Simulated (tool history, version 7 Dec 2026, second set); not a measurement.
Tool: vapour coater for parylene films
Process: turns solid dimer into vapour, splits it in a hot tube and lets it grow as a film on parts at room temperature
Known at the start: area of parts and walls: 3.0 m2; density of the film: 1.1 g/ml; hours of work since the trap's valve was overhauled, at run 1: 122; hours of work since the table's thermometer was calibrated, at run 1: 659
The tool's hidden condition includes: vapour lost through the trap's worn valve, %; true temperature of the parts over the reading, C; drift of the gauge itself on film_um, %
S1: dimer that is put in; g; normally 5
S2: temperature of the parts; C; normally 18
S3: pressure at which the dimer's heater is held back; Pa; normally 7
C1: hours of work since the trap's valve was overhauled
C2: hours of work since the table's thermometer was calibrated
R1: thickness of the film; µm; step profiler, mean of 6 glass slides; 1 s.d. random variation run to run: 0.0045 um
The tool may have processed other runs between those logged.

run   hour  S1  S2     S3   C1    C2     R1
  1      0   5  18      7  122   659  0.871
  2     29   5  18   6.67  142   679  0.867
  3   45.6   3  18      7  153   690  0.514
  4   68.1   3  18      7  169   706  0.512
  5   84.9   3  18      7  181   718  0.512
  6  106.5   3  18      7  196   733  0.517
  7  120.4   5  18      7  206   742  0.855
  8  152.7   5  18  11.07  228   765   0.83
  9  174.1   5  15      7  243   780  0.917
 10    190   5  15      7  254   791  0.926
 11  217.5   5  15      7  273   810  0.921
 12  232.7   5  15      7  284   821  0.919
 13    247   5  15      7  294   830  0.921
 14  277.6   5  18      7  315   852  0.836
 15  306.3   5  18      7  335   872  0.831
     323.6  -- trap's valve overhauled
 16  332.5   5  18      7    6   887  0.889
 17  346.8   5  18      7   16   897   0.88
 18  365.7   5  18      7   29   910  0.875
 19  397.4   5  18      7   51   932   0.87
 20  413.6   5  18      7   63   944   0.87
 21  432.6   5  18      7   76   957  0.867
 22  452.7   5  18      7   90   971  0.872
 23  485.2   5  18      7  113   994  0.864
 24  516.4   7  10   2.43  134  1015  1.645
 25  536.9   3  19   8.13  149  1030  0.497
     540.3  -- table's thermometer calibrated
 26  565.4   7  21   8.13  168    17  1.062
 27  581.8   5  18      7  179    29  0.841
 28  607.3   5  18      7  197    47  0.835
 29  625.2   2  18   8.41  209    59  0.322
     631.4  -- table's thermometer calibrated, once more
 30  651.4   6  15   8.41  227    14  1.117
 31  683.7   5  20   2.93  249    36  0.848
 32  697.1   7  12   2.93  259    46  1.514
 33  725.2   7  12   2.93  278    65   1.51
 34  752.7   7  12   2.93  297    84  1.504
 35  783.2   7  12   2.93  319   106  1.496
 36  807.4   2  10   3.47  335   123  0.439
     823.8  -- trap's valve overhauled
 37  843.2   6  16   2.23   13   145  1.225
 38  861.8   6  16   2.23   26   158  1.223
 39  876.3   6  16   2.23   36   168  1.217
 40  904.3   6  16   2.23   56   187  1.207
 41    918   6  16   2.23   66   197  1.204
 42    932   6  16   2.23   75   207  1.205
 43  959.6   4  16   8.92   95   226   0.73
 44  972.9   4  16   8.92  104   235  0.727

Some steps in R1 between neighbouring runs. How much of each would the tool show without its hidden state too (settings, what came in, random variation), and how much is left for the hidden state, with any gauge scatter that isn't in both results?
Run 15 -> 16: trap's valve overhauled. R1 +0.058 µm: hidden state +0.051, all else +0.007.
Run 24 -> 25: S1 7 -> 3, S2 10 -> 19, S3 2.43 -> 8.13. R1 -1.148 µm: hidden state +0.055, all else -1.203.
Run 29 -> 30: S1 2 -> 6, S2 18 -> 15, table's thermometer calibrated, once more. R1 +0.795 µm: hidden state -0.029, all else +0.824.
Run 35 -> 36: S1 7 -> 2, S2 12 -> 10, S3 2.93 -> 3.47. R1 -1.057 µm: hidden state +0.072, all else -1.129.
